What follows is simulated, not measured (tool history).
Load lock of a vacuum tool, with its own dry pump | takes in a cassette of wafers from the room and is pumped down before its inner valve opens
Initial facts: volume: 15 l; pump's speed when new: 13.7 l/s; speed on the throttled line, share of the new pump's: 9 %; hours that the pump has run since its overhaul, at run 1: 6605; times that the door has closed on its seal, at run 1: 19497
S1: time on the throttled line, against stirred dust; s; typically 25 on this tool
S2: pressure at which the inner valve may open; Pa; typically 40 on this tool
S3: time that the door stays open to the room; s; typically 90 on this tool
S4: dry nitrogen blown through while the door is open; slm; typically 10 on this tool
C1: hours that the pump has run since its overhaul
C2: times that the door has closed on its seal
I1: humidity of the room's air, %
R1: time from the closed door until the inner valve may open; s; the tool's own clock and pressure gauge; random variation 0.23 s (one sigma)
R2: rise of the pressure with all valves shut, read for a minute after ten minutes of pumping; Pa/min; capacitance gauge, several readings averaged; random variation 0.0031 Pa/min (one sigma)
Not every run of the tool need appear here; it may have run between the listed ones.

Run 1, hour 0.0: usual settings; C1 6605; C2 19497; I1 40.7. Result: R1 31.6 s, R2 0.257 Pa/min.
Run 2, hour 241.6: usual settings but S1 20 s; C1 6847; C2 20414; I1 42.9. Result: R1 27.2 s, R2 0.274 Pa/min.
At hour 366.6: door's seal changed, seat wiped.
Run 3, hour 545.4: usual settings; C1 7149; C2 679; I1 47.5. Result: R1 32.4 s, R2 0.089 Pa/min.
Run 4, hour 786.3: usual settings; C1 7390; C2 1594; I1 45.2. Result: R1 32.4 s, R2 0.094 Pa/min.
Run 5, hour 1054.7: usual settings; C1 7658; C2 2613; I1 42.1. Result: R1 32.2 s, R2 0.089 Pa/min.
Run 6, hour 1380.9: usual settings; C1 7985; C2 3852; I1 48.0. Result: R1 32.6 s, R2 0.108 Pa/min.
Run 7, hour 1692.2: usual settings; C1 8296; C2 5034; I1 44.3. Result: R1 32.0 s, R2 0.105 Pa/min.
Run 8, hour 1842.9: usual settings; C1 8447; C2 5607; I1 44.6. Result: R1 31.9 s, R2 0.111 Pa/min.
Run 9, hour 2011.2: usual settings; C1 8615; C2 6246; I1 45.4. Result: R1 32.2 s, R2 0.109 Pa/min.
Run 10, hour 2182.3: usual settings; C1 8786; C2 6896; I1 42.7. Result: R1 32.0 s, R2 0.110 Pa/min.
Run 11, hour 2480.5: usual settings but S2 63 Pa, S4 8 slm; C1 9084; C2 8028; I1 47.1. Result: R1 31.7 s, R2 0.139 Pa/min.
Run 12, hour 2791.1: usual settings but S2 63 Pa, S4 8 slm; C1 9395; C2 9208; I1 42.0. Result: R1 32.3 s, R2 0.131 Pa/min.
Run 13, hour 2928.8: usual settings but S1 36 s, S2 54 Pa; C1 9532; C2 9731; I1 47.8. Result: R1 41.7 s, R2 0.145 Pa/min.
Run 14, hour 3095.6: usual settings but S1 17 s, S2 44 Pa, S3 33 s, S4 11 slm; C1 9699; C2 10364; I1 47.4. Result: R1 24.8 s, R2 0.118 Pa/min.
Run 15, hour 3416.1: usual settings but S1 34 s, S2 35 Pa, S3 31 s, S4 43 slm; C1 10020; C2 11581; I1 45.8. Result: R1 40.9 s, R2 0.102 Pa/min.

Here are 3 independent what-if runs from the current tool condition. What would each one return?
Run A, hour 3659.4: usual settings but S1 34 s, S2 35 Pa, S3 31 s, S4 43 slm; C1 10263; C2 12505; I1 46.9. Result: R1 ?, R2 ?.
Run B, hour 3659.4: usual settings but S2 72 Pa, S3 146 s; C1 10263; C2 12505; I1 47.6. Result: R1 ?, R2 ?.
Run C, hour 3659.4: usual settings but S4 5 slm; C1 10263; C2 12505; I1 45.2. Result: R1 ?, R2 ?.

run    R1     R2
  A  40.5  0.107
  B  32.2  0.183
  C  32.8  0.184
With no hidden state in the tool, these same runs would have given:
run    R1     R2
  A  39.7  0.030
  B  31.4  0.104
  C  31.9  0.105

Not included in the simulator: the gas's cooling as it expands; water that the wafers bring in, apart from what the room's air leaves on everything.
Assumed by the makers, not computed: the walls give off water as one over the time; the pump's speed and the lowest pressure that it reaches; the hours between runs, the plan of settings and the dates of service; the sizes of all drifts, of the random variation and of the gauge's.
